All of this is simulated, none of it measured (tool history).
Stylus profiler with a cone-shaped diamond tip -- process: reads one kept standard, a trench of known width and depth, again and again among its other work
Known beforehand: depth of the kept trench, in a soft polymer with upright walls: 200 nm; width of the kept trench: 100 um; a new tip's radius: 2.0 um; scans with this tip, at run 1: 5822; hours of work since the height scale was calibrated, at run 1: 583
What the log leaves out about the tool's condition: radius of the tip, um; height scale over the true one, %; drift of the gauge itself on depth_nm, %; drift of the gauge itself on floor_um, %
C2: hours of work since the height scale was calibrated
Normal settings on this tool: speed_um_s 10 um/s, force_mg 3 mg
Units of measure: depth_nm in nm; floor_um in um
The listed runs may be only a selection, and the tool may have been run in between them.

run 1 day=0 | speed_um_s=10 force_mg=3 | scans_with_this_tip=5822 C2=583 | depth_nm=201.47 floor_um=98.09
run 2 day=2.558 | speed_um_s=10 force_mg=3 | scans_with_this_tip=6197 C2=621 | depth_nm=201.46 floor_um=98.05
run 3 day=4.938 | speed_um_s=10 force_mg=3 | scans_with_this_tip=6546 C2=656 | depth_nm=201.31 floor_um=98.09
run 4 day=7.021 | speed_um_s=10 force_mg=3 | scans_with_this_tip=6852 C2=686 | depth_nm=201.39 floor_um=98.08
run 5 day=9.867 | speed_um_s=10 force_mg=3 | scans_with_this_tip=7270 C2=728 | depth_nm=201.5 floor_um=98.02
run 6 day=12.554 | speed_um_s=10 force_mg=3 | scans_with_this_tip=7665 C2=768 | depth_nm=201.26 floor_um=98.04
run 7 day=13.962 | speed_um_s=25 force_mg=3 | scans_with_this_tip=7871 C2=788 | depth_nm=201.34 floor_um=97.99
run 8 day=16.938 | speed_um_s=25 force_mg=3 | scans_with_this_tip=8308 C2=832 | depth_nm=201.28 floor_um=98.03
-- day=17.158 height scale calibrated on a step standard
run 9 day=19.462 | speed_um_s=25 force_mg=3 | scans_with_this_tip=8675 C2=34 | depth_nm=201.81 floor_um=97.97
run 10 day=22.229 | speed_um_s=25 force_mg=3 | scans_with_this_tip=9081 C2=75 | depth_nm=201.74 floor_um=98.02
run 11 day=23.675 | speed_um_s=10 force_mg=3 | scans_with_this_tip=9293 C2=96 | depth_nm=201.71 floor_um=98.01
run 12 day=26.138 | speed_um_s=10 force_mg=1.53 | scans_with_this_tip=9655 C2=132 | depth_nm=201.01 floor_um=98.04
run 13 day=28.408 | speed_um_s=10 force_mg=1.53 | scans_with_this_tip=9988 C2=165 | depth_nm=200.98 floor_um=97.99
run 14 day=30.538 | speed_um_s=10 force_mg=2.04 | scans_with_this_tip=10301 C2=197 | depth_nm=201.25 floor_um=97.97
run 15 day=32.354 | speed_um_s=21 force_mg=3 | scans_with_this_tip=10567 C2=223 | depth_nm=201.62 floor_um=97.98
run 16 day=33.738 | speed_um_s=10 force_mg=4.11 | scans_with_this_tip=10771 C2=244 | depth_nm=202.11 floor_um=98.02
run 17 day=35.133 | speed_um_s=10 force_mg=4.11 | scans_with_this_tip=10975 C2=264 | depth_nm=201.99 floor_um=98.05
run 18 day=37.9 | speed_um_s=10 force_mg=4.11 | scans_with_this_tip=11381 C2=305 | depth_nm=201.98 floor_um=97.96
run 19 day=40.438 | speed_um_s=13 force_mg=3 | scans_with_this_tip=11754 C2=342 | depth_nm=201.67 floor_um=97.95
run 20 day=41.996 | speed_um_s=10 force_mg=3 | scans_with_this_tip=11983 C2=365 | depth_nm=201.53 floor_um=98
run 21 day=44.729 | speed_um_s=10 force_mg=3 | scans_with_this_tip=12384 C2=405 | depth_nm=201.6 floor_um=97.96
run 22 day=47.529 | speed_um_s=6 force_mg=3.56 | scans_with_this_tip=12795 C2=447 | depth_nm=201.78 floor_um=97.98
run 23 day=49.95 | speed_um_s=6 force_mg=3.56 | scans_with_this_tip=13150 C2=482 | depth_nm=201.85 floor_um=97.98
run 24 day=52.058 | speed_um_s=6 force_mg=3.56 | scans_with_this_tip=13459 C2=513 | depth_nm=201.71 floor_um=98.01
run 25 day=54.746 | speed_um_s=6 force_mg=1.31 | scans_with_this_tip=13854 C2=553 | depth_nm=200.57 floor_um=97.91
run 26 day=56.933 | speed_um_s=12 force_mg=5.14 | scans_with_this_tip=14175 C2=585 | depth_nm=202.23 floor_um=97.98
run 27 day=58.704 | speed_um_s=23 force_mg=7.48 | scans_with_this_tip=14435 C2=611 | depth_nm=202.93 floor_um=97.93
run 28 day=60.883 | speed_um_s=23 force_mg=7.48 | scans_with_this_tip=14754 C2=643 | depth_nm=202.91 floor_um=97.86
run 29 day=62.917 | speed_um_s=6 force_mg=3.02 | scans_with_this_tip=15053 C2=673 | depth_nm=201.45 floor_um=97.92
run 30 day=65.029 | speed_um_s=10 force_mg=7.41 | scans_with_this_tip=15363 C2=704 | depth_nm=202.86 floor_um=97.92
run 31 day=66.504 | speed_um_s=10 force_mg=7.41 | scans_with_this_tip=15580 C2=726 | depth_nm=202.89 floor_um=97.92
run 32 day=69.117 | speed_um_s=30 force_mg=6.64 | scans_with_this_tip=15963 C2=764 | depth_nm=202.64 floor_um=97.9
run 33 day=71.817 | speed_um_s=6 force_mg=2.78 | scans_with_this_tip=16360 C2=804 | depth_nm=201.24 floor_um=97.88
-- day=74.029 height scale calibrated on a step standard
run 34 day=74.629 | speed_um_s=10 force_mg=4.01 | scans_with_this_tip=16769 C2=9 | depth_nm=202.07 floor_um=97.87
run 35 day=76.612 | speed_um_s=38 force_mg=4.01 | scans_with_this_tip=17060 C2=38 | depth_nm=202.23 floor_um=97.81
run 36 day=78.679 | speed_um_s=10 force_mg=2.08 | scans_with_this_tip=17363 C2=68 | depth_nm=201.4 floor_um=97.88
run 37 day=80.825 | speed_um_s=21 force_mg=1.68 | scans_with_this_tip=17678 C2=100 | depth_nm=201.06 floor_um=97.78
run 38 day=83.5 | speed_um_s=21 force_mg=7.89 | scans_with_this_tip=18071 C2=139 | depth_nm=203.42 floor_um=97.86
run 39 day=85.5 | speed_um_s=23 force_mg=6.36 | scans_with_this_tip=18365 C2=169 | depth_nm=202.81 floor_um=97.79
run 40 day=87.733 | speed_um_s=23 force_mg=6.36 | scans_with_this_tip=18693 C2=201 | depth_nm=202.95 floor_um=97.84

How would selected steps in depth_nm from run to run divide? Give the signed amount a tool lacking its hidden state would still show from settings, what came in and random variation, and the signed amount left for the hidden state, including any gauge scatter that is not in both of the compared results.
Run 4 -> 5: no setting touched and nothing written in the log between the runs. depth_nm +0.11 nm: hidden state -0.03, all else +0.14.
Run 8 -> 9: height scale calibrated on a step standard. depth_nm +0.53 nm: hidden state +0.44, all else +0.09.
Run 25 -> 26: speed_um_s 6 -> 12, force_mg 1.31 -> 5.14. depth_nm +1.66 nm: hidden state -0.03, all else +1.69.
Run 28 -> 29: speed_um_s 23 -> 6, force_mg 7.48 -> 3.02. depth_nm -1.46 nm: hidden state -0.01, all else -1.45.
Run 33 -> 34: speed_um_s 6 -> 10, force_mg 2.78 -> 4.01, height scale calibrated on a step standard. depth_nm +0.83 nm: hidden state +0.48, all else +0.35.
Run 37 -> 38: force_mg 1.68 -> 7.89. depth_nm +2.36 nm: hidden state -0.02, all else +2.38.
